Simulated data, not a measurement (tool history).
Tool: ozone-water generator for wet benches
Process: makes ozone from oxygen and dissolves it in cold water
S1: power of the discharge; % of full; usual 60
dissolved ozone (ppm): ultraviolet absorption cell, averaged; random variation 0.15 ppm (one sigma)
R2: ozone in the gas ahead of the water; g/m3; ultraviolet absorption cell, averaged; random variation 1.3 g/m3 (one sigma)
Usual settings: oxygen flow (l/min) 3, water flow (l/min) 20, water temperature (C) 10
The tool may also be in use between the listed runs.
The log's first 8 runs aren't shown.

{"run": 9, "hour": 421.0, "S1": 54, "oxygen flow (l/min)": 3, "water flow (l/min)": 20, "water temperature (C)": 10, "dissolved ozone (ppm)": 16.7, "R2": 226.8}
{"run": 10, "hour": 485.0, "S1": 54, "oxygen flow (l/min)": 3, "water flow (l/min)": 20, "water temperature (C)": 10, "dissolved ozone (ppm)": 16.4, "R2": 227.1}
{"run": 11, "hour": 547.5, "S1": 60, "oxygen flow (l/min)": 1.88, "water flow (l/min)": 20, "water temperature (C)": 10, "dissolved ozone (ppm)": 14.7, "R2": 291.8}
{"run": 12, "hour": 601.7, "S1": 60, "oxygen flow (l/min)": 4.45, "water flow (l/min)": 20, "water temperature (C)": 10, "dissolved ozone (ppm)": 19.3, "R2": 205.5}
{"run": 13, "hour": 639.5, "S1": 60, "oxygen flow (l/min)": 4.45, "water flow (l/min)": 20, "water temperature (C)": 10, "dissolved ozone (ppm)": 19.4, "R2": 203.3}
{"run": 14, "hour": 694.9, "S1": 63, "oxygen flow (l/min)": 4.45, "water flow (l/min)": 20, "water temperature (C)": 10, "dissolved ozone (ppm)": 19.9, "R2": 210.5}
{"hour": 700.2, "done": "water thermometer calibrated"}
{"run": 15, "hour": 733.7, "S1": 63, "oxygen flow (l/min)": 4.45, "water flow (l/min)": 20, "water temperature (C)": 10, "dissolved ozone (ppm)": 20, "R2": 209.6}
{"run": 16, "hour": 765.9, "S1": 63, "oxygen flow (l/min)": 4.45, "water flow (l/min)": 20, "water temperature (C)": 10, "dissolved ozone (ppm)": 19.7, "R2": 209.9}
{"run": 17, "hour": 817.4, "S1": 63, "oxygen flow (l/min)": 4.45, "water flow (l/min)": 20, "water temperature (C)": 10, "dissolved ozone (ppm)": 19.7, "R2": 208.9}
{"run": 18, "hour": 859.1, "S1": 63, "oxygen flow (l/min)": 4.45, "water flow (l/min)": 20, "water temperature (C)": 10, "dissolved ozone (ppm)": 19.8, "R2": 209.4}
{"run": 19, "hour": 906.6, "S1": 63, "oxygen flow (l/min)": 4.45, "water flow (l/min)": 20, "water temperature (C)": 10, "dissolved ozone (ppm)": 19.6, "R2": 210.1}
{"hour": 975.4, "done": "water thermometer calibrated, once more"}
{"run": 20, "hour": 979.7, "S1": 89, "oxygen flow (l/min)": 3, "water flow (l/min)": 20, "water temperature (C)": 10, "dissolved ozone (ppm)": 21.4, "R2": 294.1}
{"run": 21, "hour": 1042.0, "S1": 89, "oxygen flow (l/min)": 3, "water flow (l/min)": 20, "water temperature (C)": 10, "dissolved ozone (ppm)": 21.3, "R2": 295.8}
{"run": 22, "hour": 1109.7, "S1": 59, "oxygen flow (l/min)": 3, "water flow (l/min)": 20, "water temperature (C)": 8, "dissolved ozone (ppm)": 17.4, "R2": 237.1}
{"run": 23, "hour": 1178.2, "S1": 59, "oxygen flow (l/min)": 3, "water flow (l/min)": 20, "water temperature (C)": 8, "dissolved ozone (ppm)": 17.2, "R2": 236.5}
{"run": 24, "hour": 1228.0, "S1": 60, "oxygen flow (l/min)": 3, "water flow (l/min)": 27, "water temperature (C)": 8, "dissolved ozone (ppm)": 12.8, "R2": 238.6}
{"run": 25, "hour": 1264.6, "S1": 60, "oxygen flow (l/min)": 3, "water flow (l/min)": 20, "water temperature (C)": 11, "dissolved ozone (ppm)": 16.9, "R2": 239.9}
{"run": 26, "hour": 1297.7, "S1": 58, "oxygen flow (l/min)": 2.56, "water flow (l/min)": 17, "water temperature (C)": 10, "dissolved ozone (ppm)": 19, "R2": 251.4}
{"run": 27, "hour": 1350.5, "S1": 58, "oxygen flow (l/min)": 2.56, "water flow (l/min)": 14, "water temperature (C)": 8, "dissolved ozone (ppm)": 22.4, "R2": 249.3}
{"run": 28, "hour": 1379.7, "S1": 58, "oxygen flow (l/min)": 2.56, "water flow (l/min)": 14, "water temperature (C)": 8, "dissolved ozone (ppm)": 23.1, "R2": 249.1}
{"run": 29, "hour": 1425.7, "S1": 44, "oxygen flow (l/min)": 3, "water flow (l/min)": 23, "water temperature (C)": 10, "dissolved ozone (ppm)": 12.8, "R2": 201.5}
{"run": 30, "hour": 1467.5, "S1": 60, "oxygen flow (l/min)": 2.69, "water flow (l/min)": 13, "water temperature (C)": 10, "dissolved ozone (ppm)": 24.6, "R2": 250}
{"run": 31, "hour": 1499.1, "S1": 60, "oxygen flow (l/min)": 3, "water flow (l/min)": 23, "water temperature (C)": 6, "dissolved ozone (ppm)": 15.5, "R2": 237.5}
{"run": 32, "hour": 1556.5, "S1": 60, "oxygen flow (l/min)": 3, "water flow (l/min)": 15, "water temperature (C)": 10, "dissolved ozone (ppm)": 22.5, "R2": 239.8}

4 ways to go on from here, each from the tool as it stands after run 32. What would each give?
{"run": "A", "hour": 1587.2, "S1": 60, "oxygen flow (l/min)": 3, "water flow (l/min)": 21, "water temperature (C)": 15, "dissolved ozone (ppm)": "?", "R2": "?"}
{"run": "B", "hour": 1587.2, "S1": 80, "oxygen flow (l/min)": 2.42, "water flow (l/min)": 15, "water temperature (C)": 10, "dissolved ozone (ppm)": "?", "R2": "?"}
{"run": "C", "hour": 1587.2, "S1": 41, "oxygen flow (l/min)": 3, "water flow (l/min)": 17, "water temperature (C)": 6, "dissolved ozone (ppm)": "?", "R2": "?"}
{"run": "D", "hour": 1587.2, "S1": 40, "oxygen flow (l/min)": 2.08, "water flow (l/min)": 20, "water temperature (C)": 10, "dissolved ozone (ppm)": "?", "R2": "?"}

run=A dissolved_ozone_(ppm)=16 R2=240.1
run=B dissolved_ozone_(ppm)=24.2 R2=303.2
run=C dissolved_ozone_(ppm)=16.7 R2=192.9
run=D dissolved_ozone_(ppm)=12.3 R2=224.9
Without the tool's hidden state the same runs would have given:
run=A dissolved_ozone_(ppm)=17.7 R2=252.3
run=B dissolved_ozone_(ppm)=27 R2=321.3
run=C dissolved_ozone_(ppm)=18.3 R2=200.5
run=D dissolved_ozone_(ppm)=13.5 R2=233.5
